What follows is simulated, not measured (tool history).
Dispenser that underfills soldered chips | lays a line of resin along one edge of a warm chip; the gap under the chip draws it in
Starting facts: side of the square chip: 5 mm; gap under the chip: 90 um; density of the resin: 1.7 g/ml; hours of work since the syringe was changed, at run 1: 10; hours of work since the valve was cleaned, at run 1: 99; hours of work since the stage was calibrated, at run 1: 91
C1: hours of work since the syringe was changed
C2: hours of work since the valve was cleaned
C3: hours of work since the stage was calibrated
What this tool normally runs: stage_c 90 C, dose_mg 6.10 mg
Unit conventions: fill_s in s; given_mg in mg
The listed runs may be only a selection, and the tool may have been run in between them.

{"run": 1, "hour": 0.0, "stage_c": 90, "dose_mg": 6.1, "C1": 10, "C2": 99, "C3": 91, "fill_s": 44.6, "given_mg": 5.67}
{"hour": 2.2, "done": "new syringe of resin"}
{"run": 2, "hour": 2.9, "stage_c": 90, "dose_mg": 7.31, "C1": 0, "C2": 101, "C3": 93, "fill_s": 22.3, "given_mg": 6.66}
{"run": 3, "hour": 6.8, "stage_c": 90, "dose_mg": 7.31, "C1": 3, "C2": 104, "C3": 96, "fill_s": 28.0, "given_mg": 6.71}
{"run": 4, "hour": 9.2, "stage_c": 90, "dose_mg": 6.86, "C1": 5, "C2": 106, "C3": 98, "fill_s": 31.0, "given_mg": 6.25}
{"hour": 12.5, "done": "dispensing valve cleaned and set on the balance"}
{"run": 5, "hour": 14.2, "stage_c": 90, "dose_mg": 6.86, "C1": 8, "C2": 1, "C3": 101, "fill_s": 38.7, "given_mg": 6.93}
{"hour": 18.3, "done": "new syringe of resin"}
{"run": 6, "hour": 19.2, "stage_c": 90, "dose_mg": 6.86, "C1": 1, "C2": 5, "C3": 104, "fill_s": 23.3, "given_mg": 6.8}
{"run": 7, "hour": 23.5, "stage_c": 90, "dose_mg": 6.86, "C1": 4, "C2": 8, "C3": 107, "fill_s": 28.4, "given_mg": 6.93}
{"run": 8, "hour": 26.2, "stage_c": 98, "dose_mg": 6.1, "C1": 6, "C2": 10, "C3": 109, "fill_s": 23.7, "given_mg": 6.05}
{"run": 9, "hour": 31.1, "stage_c": 98, "dose_mg": 6.1, "C1": 9, "C2": 14, "C3": 113, "fill_s": 29.9, "given_mg": 6.0}
{"hour": 33.4, "done": "new syringe of resin"}
{"run": 10, "hour": 36.2, "stage_c": 90, "dose_mg": 6.1, "C1": 2, "C2": 17, "C3": 116, "fill_s": 25.5, "given_mg": 5.99}
{"run": 11, "hour": 40.2, "stage_c": 90, "dose_mg": 6.47, "C1": 5, "C2": 20, "C3": 119, "fill_s": 31.6, "given_mg": 6.41}
{"run": 12, "hour": 45.3, "stage_c": 98, "dose_mg": 5.73, "C1": 9, "C2": 24, "C3": 123, "fill_s": 29.3, "given_mg": 5.63}
{"hour": 48.5, "done": "new syringe of resin"}
{"run": 13, "hour": 49.7, "stage_c": 88, "dose_mg": 5.47, "C1": 1, "C2": 27, "C3": 126, "fill_s": 25.8, "given_mg": 5.37}
{"run": 14, "hour": 52.4, "stage_c": 89, "dose_mg": 5.44, "C1": 3, "C2": 29, "C3": 128, "fill_s": 28.1, "given_mg": 5.27}
{"run": 15, "hour": 57.6, "stage_c": 95, "dose_mg": 5.47, "C1": 7, "C2": 33, "C3": 132, "fill_s": 29.0, "given_mg": 5.37}
{"run": 16, "hour": 61.4, "stage_c": 90, "dose_mg": 6.74, "C1": 10, "C2": 36, "C3": 135, "fill_s": 42.1, "given_mg": 6.55}
{"hour": 63.9, "done": "new syringe of resin"}
{"run": 17, "hour": 66.6, "stage_c": 75, "dose_mg": 6.45, "C1": 2, "C2": 39, "C3": 139, "fill_s": 51.4, "given_mg": 6.34}
{"run": 18, "hour": 70.5, "stage_c": 78, "dose_mg": 7.76, "C1": 5, "C2": 42, "C3": 141, "fill_s": 53.7, "given_mg": 7.56}
{"run": 19, "hour": 74.8, "stage_c": 78, "dose_mg": 7.76, "C1": 8, "C2": 45, "C3": 145, "fill_s": 66.6, "given_mg": 7.54}
{"hour": 78.9, "done": "new syringe of resin"}
{"run": 20, "hour": 80.4, "stage_c": 99, "dose_mg": 7.28, "C1": 1, "C2": 49, "C3": 149, "fill_s": 16.0, "given_mg": 7.07}
{"run": 21, "hour": 82.9, "stage_c": 92, "dose_mg": 6.35, "C1": 3, "C2": 51, "C3": 150, "fill_s": 25.2, "given_mg": 6.13}

Each row is a separate what-if for the run after 21, all from the same tool condition, not one after another. Results?
{"run": "A", "hour": 85.5, "stage_c": 89, "dose_mg": 6.35, "C1": 5, "C2": 53, "C3": 152, "fill_s": "?", "given_mg": "?"}
{"run": "B", "hour": 85.5, "stage_c": 82, "dose_mg": 6.08, "C1": 5, "C2": 53, "C3": 152, "fill_s": "?", "given_mg": "?"}
{"run": "C", "hour": 85.5, "stage_c": 90, "dose_mg": 7.73, "C1": 5, "C2": 53, "C3": 152, "fill_s": "?", "given_mg": "?"}
{"run": "D", "hour": 85.5, "stage_c": 90, "dose_mg": 6.13, "C1": 5, "C2": 53, "C3": 152, "fill_s": "?", "given_mg": "?"}
{"run": "E", "hour": 85.5, "stage_c": 92, "dose_mg": 6.21, "C1": 5, "C2": 53, "C3": 152, "fill_s": "?", "given_mg": "?"}

run=A fill_s=33.0 given_mg=6.03
run=B fill_s=44.8 given_mg=5.87
run=C fill_s=30.6 given_mg=7.37
run=D fill_s=30.4 given_mg=5.93
run=E fill_s=29.5 given_mg=5.93
Stripped of hidden state, with their random variation kept, the same runs would have yielded:
run=A fill_s=23.9 given_mg=6.28
run=B fill_s=32.5 given_mg=6.11
run=C fill_s=22.3 given_mg=7.67
run=D fill_s=21.9 given_mg=6.17
run=E fill_s=21.5 given_mg=6.17

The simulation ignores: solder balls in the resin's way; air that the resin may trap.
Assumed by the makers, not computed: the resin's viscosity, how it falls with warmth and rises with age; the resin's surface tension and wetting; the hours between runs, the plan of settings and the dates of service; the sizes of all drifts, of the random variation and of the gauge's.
